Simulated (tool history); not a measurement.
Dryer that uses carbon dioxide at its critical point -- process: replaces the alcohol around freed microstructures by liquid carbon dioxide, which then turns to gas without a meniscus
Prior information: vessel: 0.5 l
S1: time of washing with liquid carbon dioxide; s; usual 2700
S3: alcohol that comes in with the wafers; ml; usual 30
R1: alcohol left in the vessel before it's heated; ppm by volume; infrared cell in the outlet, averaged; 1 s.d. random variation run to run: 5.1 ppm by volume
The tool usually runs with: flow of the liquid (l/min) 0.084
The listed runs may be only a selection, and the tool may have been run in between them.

{"run": 1, "day": 0.0, "S1": 2700, "flow of the liquid (l/min)": 0.084, "S3": 30, "R1": 110}
{"run": 2, "day": 0.254, "S1": 2700, "flow of the liquid (l/min)": 0.1389, "S3": 30, "R1": 19}
{"run": 3, "day": 0.521, "S1": 2700, "flow of the liquid (l/min)": 0.1389, "S3": 30, "R1": 18}
{"run": 4, "day": 0.742, "S1": 2700, "flow of the liquid (l/min)": 0.1389, "S3": 30, "R1": 9}
{"run": 5, "day": 1.088, "S1": 2700, "flow of the liquid (l/min)": 0.1389, "S3": 30, "R1": 27}
{"run": 6, "day": 1.321, "S1": 2700, "flow of the liquid (l/min)": 0.1389, "S3": 30, "R1": 18}
{"run": 7, "day": 1.658, "S1": 2700, "flow of the liquid (l/min)": 0.0698, "S3": 30, "R1": 324}
{"run": 8, "day": 2.05, "S1": 2700, "flow of the liquid (l/min)": 0.084, "S3": 110, "R1": 377}
{"run": 9, "day": 2.4, "S1": 2700, "flow of the liquid (l/min)": 0.084, "S3": 30, "R1": 117}
{"run": 10, "day": 2.821, "S1": 2700, "flow of the liquid (l/min)": 0.084, "S3": 30, "R1": 129}
{"run": 11, "day": 3.183, "S1": 2700, "flow of the liquid (l/min)": 0.084, "S3": 27, "R1": 105}
{"run": 12, "day": 3.625, "S1": 1740, "flow of the liquid (l/min)": 0.084, "S3": 30, "R1": 1029}
{"run": 13, "day": 4.075, "S1": 1740, "flow of the liquid (l/min)": 0.084, "S3": 30, "R1": 1061}
{"run": 14, "day": 4.517, "S1": 1740, "flow of the liquid (l/min)": 0.084, "S3": 30, "R1": 1058}
{"run": 15, "day": 4.942, "S1": 1740, "flow of the liquid (l/min)": 0.084, "S3": 30, "R1": 1060}
{"run": 16, "day": 5.308, "S1": 3840, "flow of the liquid (l/min)": 0.0609, "S3": 34, "R1": 142}
{"run": 17, "day": 5.754, "S1": 3840, "flow of the liquid (l/min)": 0.0609, "S3": 34, "R1": 160}
{"run": 18, "day": 5.992, "S1": 1980, "flow of the liquid (l/min)": 0.0646, "S3": 76, "R1": 4813}
{"run": 19, "day": 6.2, "S1": 1980, "flow of the liquid (l/min)": 0.0653, "S3": 76, "R1": 4554}
{"run": 20, "day": 6.592, "S1": 3240, "flow of the liquid (l/min)": 0.084, "S3": 41, "R1": 76}
{"run": 21, "day": 6.929, "S1": 1980, "flow of the liquid (l/min)": 0.1047, "S3": 47, "R1": 329}
{"run": 22, "day": 7.342, "S1": 1980, "flow of the liquid (l/min)": 0.1047, "S3": 47, "R1": 334}
{"run": 23, "day": 7.788, "S1": 3300, "flow of the liquid (l/min)": 0.095, "S3": 106, "R1": 70}
{"run": 24, "day": 8.1, "S1": 3300, "flow of the liquid (l/min)": 0.095, "S3": 106, "R1": 78}
{"run": 25, "day": 8.446, "S1": 3300, "flow of the liquid (l/min)": 0.095, "S3": 106, "R1": 67}
{"run": 26, "day": 8.721, "S1": 1980, "flow of the liquid (l/min)": 0.095, "S3": 108, "R1": 1303}
{"run": 27, "day": 9.129, "S1": 1980, "flow of the liquid (l/min)": 0.095, "S3": 108, "R1": 1318}
{"run": 28, "day": 9.367, "S1": 3000, "flow of the liquid (l/min)": 0.1369, "S3": 20, "R1": 37}

Branching from run 28: 5 alternative next runs. What would each branch give?
{"run": "A", "day": 9.679, "S1": 3120, "flow of the liquid (l/min)": 0.0585, "S3": 30, "R1": "?"}
{"run": "B", "day": 9.679, "S1": 3180, "flow of the liquid (l/min)": 0.1369, "S3": 100, "R1": "?"}
{"run": "C", "day": 9.679, "S1": 3000, "flow of the liquid (l/min)": 0.0641, "S3": 20, "R1": "?"}
{"run": "D", "day": 9.679, "S1": 1980, "flow of the liquid (l/min)": 0.0844, "S3": 20, "R1": "?"}
{"run": "E", "day": 9.679, "S1": 3180, "flow of the liquid (l/min)": 0.0825, "S3": 41, "R1": "?"}

run=A R1=531
run=B R1=31
run=C R1=296
run=D R1=496
run=E R1=106
With the hidden condition removed and each run's random variation left untouched, the same runs would have given:
run=A R1=213
run=B R1=0
run=C R1=110
run=D R1=212
run=E R1=25

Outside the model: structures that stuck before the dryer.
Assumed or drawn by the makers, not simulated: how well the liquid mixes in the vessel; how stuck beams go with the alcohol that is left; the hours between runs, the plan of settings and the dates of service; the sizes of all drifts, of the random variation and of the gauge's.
